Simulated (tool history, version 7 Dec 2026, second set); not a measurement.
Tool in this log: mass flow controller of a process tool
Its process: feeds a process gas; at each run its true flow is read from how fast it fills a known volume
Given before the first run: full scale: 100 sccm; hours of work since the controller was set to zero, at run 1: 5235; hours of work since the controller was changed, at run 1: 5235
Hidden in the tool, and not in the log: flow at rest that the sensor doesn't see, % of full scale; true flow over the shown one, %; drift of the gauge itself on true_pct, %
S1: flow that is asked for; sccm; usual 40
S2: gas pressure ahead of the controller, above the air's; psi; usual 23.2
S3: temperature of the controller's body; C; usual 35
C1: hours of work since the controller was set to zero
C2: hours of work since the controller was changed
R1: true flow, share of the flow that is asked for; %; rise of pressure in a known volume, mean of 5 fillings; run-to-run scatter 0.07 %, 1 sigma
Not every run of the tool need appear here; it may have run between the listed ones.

| run | hour | S1 | S2 | S3 | C1 | C2 | R1 |
|---|---|---|---|---|---|---|---|
| 1 | 0.0 | 40 | 23.2 | 35 | 5235 | 5235 | 96.79 |
| 2 | 171.7 | 40 | 23.2 | 35 | 5292 | 5292 | 96.58 |
| 3 | 330.7 | 40 | 23.2 | 35 | 5344 | 5344 | 96.54 |
| 4 | 455.8 | 40 | 23.2 | 38 | 5386 | 5386 | 96.78 |
| 5 | 631.3 | 40 | 23.2 | 38 | 5444 | 5444 | 96.85 |
| 6 | 827.4 | 40 | 37.4 | 38 | 5509 | 5509 | 97.56 |
| 7 | 925.6 | 40 | 31.3 | 35 | 5541 | 5541 | 96.87 |
| 8 | 1015.0 | 40 | 31.3 | 35 | 5571 | 5571 | 96.84 |

What will run 9 give?
| 9 | 1186.6 | 12 | 26.5 | 31 | 5627 | 5627 | ? |

Logged for run 9: R1 98.47 %.
If the tool had no hidden condition, the same run with the same run-to-run variation would have returned R1 97.98 %.
